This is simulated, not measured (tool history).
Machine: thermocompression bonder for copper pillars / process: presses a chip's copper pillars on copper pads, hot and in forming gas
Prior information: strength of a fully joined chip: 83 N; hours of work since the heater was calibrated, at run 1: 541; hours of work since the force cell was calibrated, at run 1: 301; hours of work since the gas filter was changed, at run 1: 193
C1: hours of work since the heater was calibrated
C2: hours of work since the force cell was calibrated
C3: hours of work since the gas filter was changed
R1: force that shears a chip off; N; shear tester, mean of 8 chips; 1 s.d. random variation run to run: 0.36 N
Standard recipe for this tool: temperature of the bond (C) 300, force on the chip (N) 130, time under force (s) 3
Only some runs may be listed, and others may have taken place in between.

{"run": 1, "hour": 0.0, "temperature of the bond (C)": 300, "force on the chip (N)": 130, "time under force (s)": 3, "C1": 541, "C2": 301, "C3": 193, "R1": 42.7}
{"run": 2, "hour": 13.0, "temperature of the bond (C)": 300, "force on the chip (N)": 169, "time under force (s)": 3, "C1": 548, "C2": 308, "C3": 200, "R1": 49.3}
{"run": 3, "hour": 30.6, "temperature of the bond (C)": 300, "force on the chip (N)": 130, "time under force (s)": 3, "C1": 557, "C2": 318, "C3": 210, "R1": 42.1}
{"run": 4, "hour": 53.3, "temperature of the bond (C)": 300, "force on the chip (N)": 130, "time under force (s)": 6, "C1": 570, "C2": 330, "C3": 222, "R1": 53}
{"run": 5, "hour": 64.8, "temperature of the bond (C)": 300, "force on the chip (N)": 130, "time under force (s)": 6, "C1": 576, "C2": 336, "C3": 229, "R1": 52}
{"run": 6, "hour": 90.1, "temperature of the bond (C)": 300, "force on the chip (N)": 130, "time under force (s)": 3, "C1": 590, "C2": 350, "C3": 243, "R1": 42}
{"run": 7, "hour": 107.8, "temperature of the bond (C)": 300, "force on the chip (N)": 130, "time under force (s)": 3, "C1": 600, "C2": 360, "C3": 252, "R1": 42.1}
{"run": 8, "hour": 122.4, "temperature of the bond (C)": 300, "force on the chip (N)": 130, "time under force (s)": 3, "C1": 608, "C2": 368, "C3": 260, "R1": 42.4}
{"run": 9, "hour": 144.3, "temperature of the bond (C)": 300, "force on the chip (N)": 130, "time under force (s)": 3, "C1": 619, "C2": 380, "C3": 272, "R1": 41.6}
{"run": 10, "hour": 157.2, "temperature of the bond (C)": 300, "force on the chip (N)": 102, "time under force (s)": 3, "C1": 626, "C2": 387, "C3": 279, "R1": 36.3}
{"run": 11, "hour": 171.4, "temperature of the bond (C)": 300, "force on the chip (N)": 102, "time under force (s)": 3, "C1": 634, "C2": 394, "C3": 287, "R1": 36.1}
{"run": 12, "hour": 187.8, "temperature of the bond (C)": 300, "force on the chip (N)": 102, "time under force (s)": 3, "C1": 643, "C2": 403, "C3": 296, "R1": 35.9}
{"run": 13, "hour": 198.1, "temperature of the bond (C)": 300, "force on the chip (N)": 181, "time under force (s)": 3, "C1": 649, "C2": 409, "C3": 302, "R1": 50.5}
{"run": 14, "hour": 221.6, "temperature of the bond (C)": 300, "force on the chip (N)": 181, "time under force (s)": 3, "C1": 662, "C2": 422, "C3": 314, "R1": 50.2}
{"run": 15, "hour": 241.4, "temperature of the bond (C)": 300, "force on the chip (N)": 181, "time under force (s)": 3, "C1": 672, "C2": 433, "C3": 325, "R1": 50.1}
{"run": 16, "hour": 266.0, "temperature of the bond (C)": 300, "force on the chip (N)": 181, "time under force (s)": 3, "C1": 686, "C2": 446, "C3": 339, "R1": 50.1}
{"run": 17, "hour": 280.6, "temperature of the bond (C)": 300, "force on the chip (N)": 181, "time under force (s)": 3, "C1": 694, "C2": 454, "C3": 347, "R1": 50}
{"run": 18, "hour": 304.3, "temperature of the bond (C)": 300, "force on the chip (N)": 181, "time under force (s)": 3, "C1": 707, "C2": 467, "C3": 360, "R1": 49.4}
{"run": 19, "hour": 318.4, "temperature of the bond (C)": 300, "force on the chip (N)": 141, "time under force (s)": 3, "C1": 715, "C2": 475, "C3": 367, "R1": 43.4}
{"run": 20, "hour": 333.4, "temperature of the bond (C)": 300, "force on the chip (N)": 141, "time under force (s)": 3, "C1": 723, "C2": 483, "C3": 375, "R1": 42.7}
{"run": 21, "hour": 350.8, "temperature of the bond (C)": 330, "force on the chip (N)": 162, "time under force (s)": 2, "C1": 732, "C2": 492, "C3": 385, "R1": 51.1}
{"run": 22, "hour": 363.9, "temperature of the bond (C)": 300, "force on the chip (N)": 91, "time under force (s)": 2, "C1": 739, "C2": 500, "C3": 392, "R1": 27.8}
{"run": 23, "hour": 385.9, "temperature of the bond (C)": 300, "force on the chip (N)": 91, "time under force (s)": 2, "C1": 751, "C2": 512, "C3": 404, "R1": 27.6}
{"run": 24, "hour": 410.4, "temperature of the bond (C)": 302, "force on the chip (N)": 130, "time under force (s)": 7, "C1": 765, "C2": 525, "C3": 418, "R1": 54.1}
{"run": 25, "hour": 434.7, "temperature of the bond (C)": 283, "force on the chip (N)": 154, "time under force (s)": 7, "C1": 778, "C2": 538, "C3": 431, "R1": 51.5}
{"run": 26, "hour": 447.5, "temperature of the bond (C)": 283, "force on the chip (N)": 154, "time under force (s)": 7, "C1": 785, "C2": 545, "C3": 438, "R1": 52.1}
{"run": 27, "hour": 472.3, "temperature of the bond (C)": 300, "force on the chip (N)": 130, "time under force (s)": 2, "C1": 799, "C2": 559, "C3": 451, "R1": 35.7}
{"run": 28, "hour": 489.1, "temperature of the bond (C)": 297, "force on the chip (N)": 122, "time under force (s)": 8, "C1": 808, "C2": 568, "C3": 461, "R1": 51.3}
{"run": 29, "hour": 506.6, "temperature of the bond (C)": 297, "force on the chip (N)": 146, "time under force (s)": 8, "C1": 817, "C2": 578, "C3": 470, "R1": 56.5}
{"run": 30, "hour": 522.1, "temperature of the bond (C)": 310, "force on the chip (N)": 130, "time under force (s)": 2, "C1": 826, "C2": 586, "C3": 479, "R1": 38.4}
{"hour": 529.5, "done": "forming gas filter changed"}
{"run": 31, "hour": 543.2, "temperature of the bond (C)": 290, "force on the chip (N)": 116, "time under force (s)": 3, "C1": 837, "C2": 597, "C3": 8, "R1": 36.1}
{"run": 32, "hour": 561.8, "temperature of the bond (C)": 290, "force on the chip (N)": 116, "time under force (s)": 3, "C1": 847, "C2": 607, "C3": 18, "R1": 35.8}
{"run": 33, "hour": 573.2, "temperature of the bond (C)": 292, "force on the chip (N)": 89, "time under force (s)": 4, "C1": 853, "C2": 614, "C3": 24, "R1": 34.1}
{"run": 34, "hour": 598.3, "temperature of the bond (C)": 300, "force on the chip (N)": 119, "time under force (s)": 9, "C1": 867, "C2": 627, "C3": 38, "R1": 55.5}
{"run": 35, "hour": 612.7, "temperature of the bond (C)": 274, "force on the chip (N)": 115, "time under force (s)": 3, "C1": 875, "C2": 635, "C3": 45, "R1": 30.3}
{"run": 36, "hour": 635.4, "temperature of the bond (C)": 274, "force on the chip (N)": 115, "time under force (s)": 3, "C1": 887, "C2": 648, "C3": 58, "R1": 30.4}

Below are 5 alternative next runs, each starting from the tool's condition after run 36. Predict each:
{"run": "A", "hour": 646.3, "temperature of the bond (C)": 300, "force on the chip (N)": 184, "time under force (s)": 4, "C1": 893, "C2": 654, "C3": 64, "R1": "?"}
{"run": "B", "hour": 646.3, "temperature of the bond (C)": 293, "force on the chip (N)": 115, "time under force (s)": 5, "C1": 893, "C2": 654, "C3": 64, "R1": "?"}
{"run": "C", "hour": 646.3, "temperature of the bond (C)": 274, "force on the chip (N)": 124, "time under force (s)": 5, "C1": 893, "C2": 654, "C3": 64, "R1": "?"}
{"run": "D", "hour": 646.3, "temperature of the bond (C)": 273, "force on the chip (N)": 106, "time under force (s)": 2, "C1": 893, "C2": 654, "C3": 64, "R1": "?"}
{"run": "E", "hour": 646.3, "temperature of the bond (C)": 298, "force on the chip (N)": 89, "time under force (s)": 3, "C1": 893, "C2": 654, "C3": 64, "R1": "?"}

run=A R1=55.4
run=B R1=43.9
run=C R1=38.3
run=D R1=24
run=E R1=32.3
Stripped of hidden state, with their random variation kept, the same runs would have yielded:
run=A R1=59
run=B R1=47.5
run=C R1=42
run=D R1=26.7
run=E R1=35.3

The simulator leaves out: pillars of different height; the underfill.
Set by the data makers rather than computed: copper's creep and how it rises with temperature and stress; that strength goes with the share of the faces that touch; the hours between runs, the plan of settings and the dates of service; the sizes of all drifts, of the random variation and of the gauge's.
